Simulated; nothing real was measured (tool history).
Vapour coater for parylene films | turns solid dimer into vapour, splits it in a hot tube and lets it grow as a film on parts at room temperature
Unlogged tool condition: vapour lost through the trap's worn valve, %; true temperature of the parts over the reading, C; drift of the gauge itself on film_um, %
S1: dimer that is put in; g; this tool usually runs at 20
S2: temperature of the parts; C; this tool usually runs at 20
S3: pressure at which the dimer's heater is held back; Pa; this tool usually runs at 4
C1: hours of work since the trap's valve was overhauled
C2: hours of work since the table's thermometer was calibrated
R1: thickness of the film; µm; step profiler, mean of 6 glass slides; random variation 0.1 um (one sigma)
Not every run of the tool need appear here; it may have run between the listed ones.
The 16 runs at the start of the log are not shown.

| run | day | S1 | S2 | S3 | C1 | C2 | R1 |
|---|---|---|---|---|---|---|---|
| 17 | 17.717 | 10 | 20 | 4 | 243 | 531 | 5.52 |
|  | 18.733 | trap's valve overhauled |
| 18 | 19.258 | 33 | 25 | 4.53 | 9 | 555 | 17.22 |
| 19 | 19.842 | 14 | 25 | 9.66 | 19 | 564 | 5.98 |
| 20 | 21.212 | 20 | 24 | 7.39 | 42 | 587 | 9.32 |
| 21 | 22.142 | 8 | 16 | 7.19 | 57 | 603 | 4.7 |
| 22 | 23.238 | 8 | 16 | 7.19 | 76 | 621 | 4.67 |
| 23 | 24.096 | 8 | 16 | 7.19 | 90 | 636 | 4.65 |
| 24 | 24.933 | 22 | 25 | 4 | 104 | 650 | 11.18 |
| 25 | 25.975 | 16 | 14 | 3.07 | 122 | 667 | 11.98 |
| 26 | 27.217 | 12 | 20 | 2.18 | 142 | 688 | 8.06 |
| 27 | 28.321 | 12 | 20 | 2.18 | 161 | 707 | 7.93 |
| 28 | 29.167 | 17 | 20 | 4 | 175 | 721 | 9.75 |
| 29 | 30.088 | 17 | 20 | 4 | 190 | 736 | 9.67 |
| 30 | 30.792 | 32 | 13 | 4 | 202 | 748 | 21.92 |
| 31 | 31.704 | 32 | 13 | 4 | 218 | 763 | 22.04 |
| 32 | 32.858 | 11 | 17 | 4 | 237 | 783 | 6.74 |

Forecast each of these 4 alternatives for the next run:
| A | 33.771 | 31 | 12 | 2.62 | 252 | 798 | ? |
| B | 33.771 | 29 | 17 | 3.76 | 252 | 798 | ? |
| C | 33.771 | 20 | 17 | 4 | 252 | 798 | ? |
| D | 33.771 | 20 | 12 | 4 | 252 | 798 | ? |

| run | R1 |
|---|---|
| A | 23.89 |
| B | 17.91 |
| C | 12.14 |
| D | 13.97 |
What these runs would have given with no unlogged condition in the tool:
| run | R1 |
|---|---|
| A | 26.71 |
| B | 20.02 |
| C | 13.57 |
| D | 15.62 |
